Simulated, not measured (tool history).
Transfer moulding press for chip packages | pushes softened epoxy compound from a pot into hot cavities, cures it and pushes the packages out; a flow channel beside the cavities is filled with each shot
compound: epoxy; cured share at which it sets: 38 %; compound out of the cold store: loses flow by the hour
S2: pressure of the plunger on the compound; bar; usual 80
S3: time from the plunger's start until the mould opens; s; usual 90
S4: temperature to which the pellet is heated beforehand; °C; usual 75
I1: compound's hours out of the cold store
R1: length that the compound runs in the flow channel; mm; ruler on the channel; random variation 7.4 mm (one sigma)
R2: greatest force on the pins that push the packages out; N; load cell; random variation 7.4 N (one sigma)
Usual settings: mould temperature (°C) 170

{"run": 1, "day": 0.0, "mould temperature (°C)": 170, "S2": 80, "S3": 90, "S4": 75, "I1": 44.1, "R1": 804, "R2": 312}
{"day": 0.188, "done": "cavities cleaned with cleaning compound and waxed"}
{"day": 2.067, "done": "cavities cleaned with cleaning compound and waxed"}
{"run": 2, "day": 2.1, "mould temperature (°C)": 170, "S2": 80, "S3": 90, "S4": 75, "I1": 16.8, "R1": 901, "R2": 323}
{"day": 3.904, "done": "cavities cleaned with cleaning compound and waxed"}
{"run": 3, "day": 4.288, "mould temperature (°C)": 169, "S2": 80, "S3": 90, "S4": 75, "I1": 41, "R1": 802, "R2": 321}
{"day": 5.662, "done": "cavities cleaned with cleaning compound and waxed"}
{"run": 4, "day": 7.067, "mould temperature (°C)": 170, "S2": 80, "S3": 90, "S4": 75, "I1": 23, "R1": 877, "R2": 323}
{"day": 7.396, "done": "cavities cleaned with cleaning compound and waxed"}
{"run": 5, "day": 8.796, "mould temperature (°C)": 170, "S2": 85.4, "S3": 90, "S4": 75, "I1": 41.8, "R1": 822, "R2": 314}
{"day": 9.225, "done": "cavities cleaned with cleaning compound and waxed"}
{"day": 10.6, "done": "plunger's sealing rings changed"}
{"day": 11.096, "done": "cavities cleaned with cleaning compound and waxed"}
{"run": 6, "day": 11.417, "mould temperature (°C)": 170, "S2": 85.4, "S3": 90, "S4": 75, "I1": 35.8, "R1": 849, "R2": 304}
{"day": 12.867, "done": "cavities cleaned with cleaning compound and waxed"}
{"run": 7, "day": 14.004, "mould temperature (°C)": 170, "S2": 85.4, "S3": 90, "S4": 75, "I1": 23.4, "R1": 899, "R2": 322}
{"day": 14.704, "done": "cavities cleaned with cleaning compound and waxed"}
{"run": 8, "day": 16.35, "mould temperature (°C)": 170, "S2": 85.4, "S3": 90, "S4": 75, "I1": 9.7, "R1": 955, "R2": 306}
{"day": 16.567, "done": "cavities cleaned with cleaning compound and waxed"}
{"day": 18.325, "done": "cavities cleaned with cleaning compound and waxed"}
{"run": 9, "day": 18.325, "mould temperature (°C)": 170, "S2": 85.4, "S3": 90, "S4": 75, "I1": 30.8, "R1": 865, "R2": 315}
{"day": 20.129, "done": "cavities cleaned with cleaning compound and waxed"}
{"run": 10, "day": 20.888, "mould temperature (°C)": 170, "S2": 85.4, "S3": 90, "S4": 75, "I1": 36.8, "R1": 839, "R2": 317}
{"day": 21.946, "done": "cavities cleaned with cleaning compound and waxed"}
{"day": 22.904, "done": "mould's thermocouples calibrated"}
{"day": 23.008, "done": "plunger's sealing rings changed"}
{"run": 11, "day": 23.108, "mould temperature (°C)": 178, "S2": 80, "S3": 90, "S4": 75, "I1": 37.2, "R1": 774, "R2": 263}
{"day": 23.996, "done": "cavities cleaned with cleaning compound and waxed"}
{"run": 12, "day": 25.388, "mould temperature (°C)": 170, "S2": 80, "S3": 90, "S4": 75, "I1": 32.7, "R1": 832, "R2": 302}
{"day": 25.938, "done": "cavities cleaned with cleaning compound and waxed"}
{"run": 13, "day": 27.075, "mould temperature (°C)": 170, "S2": 80, "S3": 117, "S4": 69, "I1": 31.7, "R1": 837, "R2": 266}
{"day": 27.7, "done": "cavities cleaned with cleaning compound and waxed"}
{"run": 14, "day": 28.429, "mould temperature (°C)": 170, "S2": 80, "S3": 117, "S4": 69, "I1": 19.9, "R1": 890, "R2": 273}

The next listed run, before its measurement:
{"day": 29.604, "done": "cavities cleaned with cleaning compound and waxed"}
{"run": 15, "day": 31.079, "mould temperature (°C)": 171, "S2": 65.4, "S3": 84, "S4": 81, "I1": 16.4, "R1": "?", "R2": "?"}

Run 15 gave R1 814 mm, R2 339 N.
Without the tool's hidden state the same run would have given R1 814 mm, R2 336 N.
